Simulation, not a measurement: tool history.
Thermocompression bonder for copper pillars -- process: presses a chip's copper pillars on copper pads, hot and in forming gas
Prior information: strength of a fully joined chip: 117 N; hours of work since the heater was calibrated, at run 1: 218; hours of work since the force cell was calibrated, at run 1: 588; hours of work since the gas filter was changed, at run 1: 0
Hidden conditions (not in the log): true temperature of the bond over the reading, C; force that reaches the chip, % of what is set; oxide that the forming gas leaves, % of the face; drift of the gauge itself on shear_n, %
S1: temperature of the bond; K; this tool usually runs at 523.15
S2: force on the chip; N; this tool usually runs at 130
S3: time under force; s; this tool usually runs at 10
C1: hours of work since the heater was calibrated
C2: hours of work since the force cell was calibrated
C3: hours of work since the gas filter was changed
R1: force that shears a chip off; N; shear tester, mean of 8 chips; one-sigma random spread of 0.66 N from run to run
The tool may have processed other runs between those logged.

run,hour,S1,S2,S3,C1,C2,C3,R1
1,0,523.15,130,10,218,588,0,43.6
2,49.5,523.15,130,10,251,622,34,42.7
3,89.6,523.15,130,10,279,649,61,43.7
4,151,523.15,130,10,320,691,103,43.5
# hour 180.8: forming gas filter changed
5,200.6,523.15,126,10,354,725,14,42.7
6,227.6,523.15,126,10,372,743,32,42.9
7,289.4,499.15,130,10,414,785,74,33.5
8,316.6,523.15,130,10,433,804,92,43.3
# hour 359.4: forming gas filter changed
9,359.4,523.15,130,10,462,832,0,43.6
10,404.8,523.15,130,10,492,863,31,44.4
11,459.1,509.15,130,10,529,900,68,37.5
12,503.1,509.15,130,10,559,930,98,37.1
# hour 541.2: forming gas filter changed
13,547.4,523.15,130,10,589,960,4,43
14,598.2,523.15,130,10,624,995,39,43.1
15,637.3,523.15,130,6,650,1021,65,35.2
16,675.8,505.15,130,6,677,1048,92,28.6
17,714.6,505.15,130,6,703,1074,118,28.5
# hour 720.6: forming gas filter changed
18,762.6,530.15,84,10,735,1106,29,33.9
19,805.2,540.15,102,14,764,1135,58,47.7
20,853.3,540.15,102,14,797,1168,90,48
# hour 901.4: forming gas filter changed
21,913.3,540.15,102,14,838,1209,8,48.5
# hour 937.2: force cell calibrated
22,962.5,525.15,124,5,870,17,41,31.6
23,1001.3,520.15,130,25,896,44,67,59.2
24,1059.7,523.15,130,6,936,83,107,34.6
# hour 1081.8: forming gas filter changed
25,1100.5,520.15,107,10,964,111,13,36.9

For run 26, what comes out?
26,1135.5,520.15,93,27,988,135,37,?

{"run 26": {"R1": 47.4}}
With the hidden condition absent and the run-to-run variation left alone, this run would have shown R1 47.6 N.
